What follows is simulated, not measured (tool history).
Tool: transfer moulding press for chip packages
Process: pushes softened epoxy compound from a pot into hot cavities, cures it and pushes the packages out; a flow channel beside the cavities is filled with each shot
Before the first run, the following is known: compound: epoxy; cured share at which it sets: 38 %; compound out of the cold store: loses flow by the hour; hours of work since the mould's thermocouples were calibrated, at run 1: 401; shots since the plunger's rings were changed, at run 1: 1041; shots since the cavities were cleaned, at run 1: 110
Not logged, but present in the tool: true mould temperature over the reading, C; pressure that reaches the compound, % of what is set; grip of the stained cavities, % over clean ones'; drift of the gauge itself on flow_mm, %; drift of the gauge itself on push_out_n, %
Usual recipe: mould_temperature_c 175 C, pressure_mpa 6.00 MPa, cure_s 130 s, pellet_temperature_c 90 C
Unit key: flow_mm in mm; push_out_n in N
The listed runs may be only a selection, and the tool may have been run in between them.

run   hour  mould_temperature_c  pressure_mpa  cure_s  pellet_temperature_c  hours of work since the mould's thermocouples were calibrated  shots since the plunger's rings were changed  shots since the cavities were cleaned  incoming compound's hours out of the cold store  flow_mm  push_out_n
  1    0.0                  175          6.00     130                    90                                                            401                                          1041                                    110                                             33.6      526         469
  2   16.4                  175          6.00     130                    86                                                            409                                          1151                                    220                                             28.8      530         500
  3   37.2                  175          6.00     130                    90                                                            419                                          1290                                    359                                             29.2      530         543
      56.0  -- cavities cleaned with cleaning compound and waxed
  4   66.5                  175          6.00     130                    90                                                            432                                          1475                                     70                                             43.5      512         445
  5   92.7                  175          6.00     130                    90                                                            445                                          1650                                    245                                             12.8      547         498
  6  110.3                  175          6.00     130                    90                                                            453                                          1767                                    362                                             14.3      542         544
     129.7  -- cavities cleaned with cleaning compound and waxed
  7  136.0                  175          6.00     130                    82                                                            464                                          1929                                     43                                             10.4      550         444
  8  164.4                  175          6.00     130                    82                                                            478                                          2117                                    231                                             24.0      533         509
  9  179.9                  175          6.00     130                    80                                                            485                                          2221                                    335                                             42.0      512         542
     202.0  -- cavities cleaned with cleaning compound and waxed
 10  208.0                  175          6.00     130                    80                                                            498                                          2399                                     41                                             39.3      515         414
 11  230.4                  175          6.00     130                    80                                                            509                                          2548                                    190                                             19.2      535         496
 12  244.6                  175          6.00     130                    80                                                            515                                          2642                                    284                                             16.4      539         517
 13  265.8                  175          6.00     118                    80                                                            525                                          2784                                    426                                             23.1      528         602
     274.6  -- cavities cleaned with cleaning compound and waxed
 14  296.1                  175          6.00     118                    80                                                            539                                          2976                                    143                                             30.8      522         531
 15  315.8                  175          4.70     118                    80                                                            548                                          3107                                    274                                             45.7      447         568
 16  328.9                  175          4.70     118                    80                                                            555                                          3195                                    362                                             36.2      452         579
     341.7  -- mould's thermocouples calibrated
     348.5  -- cavities cleaned with cleaning compound and waxed
 17  348.5                  175          4.70     118                    80                                                              3                                          3302                                      0                                             40.5      448         430
 18  361.7                  175          4.70     143                    94                                                              9                                          3390                                     88                                             28.3      461         412
 19  386.9                  175          4.70     137                    94                                                             21                                          3559                                    257                                             10.5      475         469
 20  408.7                  175          4.70     137                    94                                                             31                                          3704                                    402                                             41.8      447         485
     421.0  -- cavities cleaned with cleaning compound and waxed
 21  431.0                  175          4.70     137                    92                                                             41                                          3843                                     67                                             47.4      438         388
 22  450.9                  175          4.70     137                    92                                                             51                                          3976                                    200                                              9.4      477         467
 23  475.7                  182          4.70     118                    92                                                             62                                          4141                                    365                                             17.1      453         474
     493.9  -- cavities cleaned with cleaning compound and waxed
 24  501.2                  168          4.70     118                    90                                                             74                                          4301                                     49                                             23.7      472         761
 25  515.4                  168          4.70     118                    90                                                             80                                          4395                                    143                                             22.1      474         817
 26  539.8                  183          5.43     130                    90                                                             92                                          4558                                    306                                             45.8      452         455
 27  558.8                  175          6.00     135                    90                                                            101                                          4685                                    433                                             34.0      503         537
     566.5  -- cavities cleaned with cleaning compound and waxed
 28  591.5                  175          4.80     130                    96                                                            116                                          4893                                    167                                             41.4      443         474
 29  608.1                  175          7.34     137                    94                                                            124                                          5004                                    278                                             12.5      585         480

Each row is a separate what-if for the run after 29, all from the same tool condition, not one after another. Results?
  A  631.5                  175          4.65     130                    90                                                            135                                          5160                                    434                                             24.8        ?           ?
  B  631.5                  175          6.91     130                    96                                                            135                                          5160                                    434                                             19.9        ?           ?
  C  631.5                  175          5.18     127                    90                                                            135                                          5160                                    434                                             40.1        ?           ?

run  flow_mm  push_out_n
  A      451         544
  B      558         540
  C      464         547
Without the tool's hidden state the same runs would have given:
run  flow_mm  push_out_n
  A      476         393
  B      590         389
  C      490         393
